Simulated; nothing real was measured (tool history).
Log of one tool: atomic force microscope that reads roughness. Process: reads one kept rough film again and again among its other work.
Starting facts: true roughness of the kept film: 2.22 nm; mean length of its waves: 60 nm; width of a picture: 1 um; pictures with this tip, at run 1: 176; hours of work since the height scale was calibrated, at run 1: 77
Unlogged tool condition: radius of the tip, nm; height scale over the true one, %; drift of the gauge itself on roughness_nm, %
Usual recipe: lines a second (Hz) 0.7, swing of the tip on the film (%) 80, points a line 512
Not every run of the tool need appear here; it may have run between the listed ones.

run   hour  lines a second (Hz)  swing of the tip on the film (%)  points a line  pictures with this tip  hours of work since the height scale was calibrated  roughness of the kept film (nm (root mean square))
  1      0                  0.7                                80            512                     176                                                   77                                               1.982
  2   12.7                  0.7                                80            512                     189                                                   83                                               1.975
      15.6  -- new tip fitted
  3   29.2                  0.7                                80            512                      13                                                   91                                               2.068
  4   47.4                  0.7                                80            512                      31                                                  100                                               2.066
  5   66.2                  0.7                                80            512                      49                                                  110                                               2.051
  6   80.6                1.293                                80            512                      63                                                  117                                               1.971
  7     94                1.293                                80            512                      76                                                  124                                               1.946
  8    110                  0.7                                80            512                      91                                                  132                                                2.02
  9  121.5                  0.7                                80            512                     102                                                  138                                                2.04
 10  136.7                  0.7                                80            512                     117                                                  145                                               2.026
 11  156.7                  0.7                                80            512                     136                                                  155                                               2.008
 12  174.6                  0.7                                75            512                     154                                                  164                                               2.019
 13  184.9                  0.7                                75            512                     164                                                  169                                               2.014
 14  201.7                3.093                                80            512                     180                                                  178                                               1.704
     213.3  -- new tip fitted
 15  213.7                2.254                                80            512                       0                                                  184                                               1.872
 16  221.9                2.254                                80            512                       8                                                  188                                               1.879
 17  232.2                0.773                                80            681                      18                                                  193                                               2.038
 18    245                0.773                                80            681                      31                                                  199                                               2.038
 19  256.7                  0.7                                62            276                      42                                                  205                                               2.121

Run 20 has not been measured yet. What should we expect?
 20  268.9                1.709                                80            512                      54                                                  211                                                   ?

{"run 20": {"roughness of the kept film (nm (root mean square))": 1.928}}
Without the tool's hidden state the same run would have given roughness of the kept film (nm (root mean square)) 1.956.

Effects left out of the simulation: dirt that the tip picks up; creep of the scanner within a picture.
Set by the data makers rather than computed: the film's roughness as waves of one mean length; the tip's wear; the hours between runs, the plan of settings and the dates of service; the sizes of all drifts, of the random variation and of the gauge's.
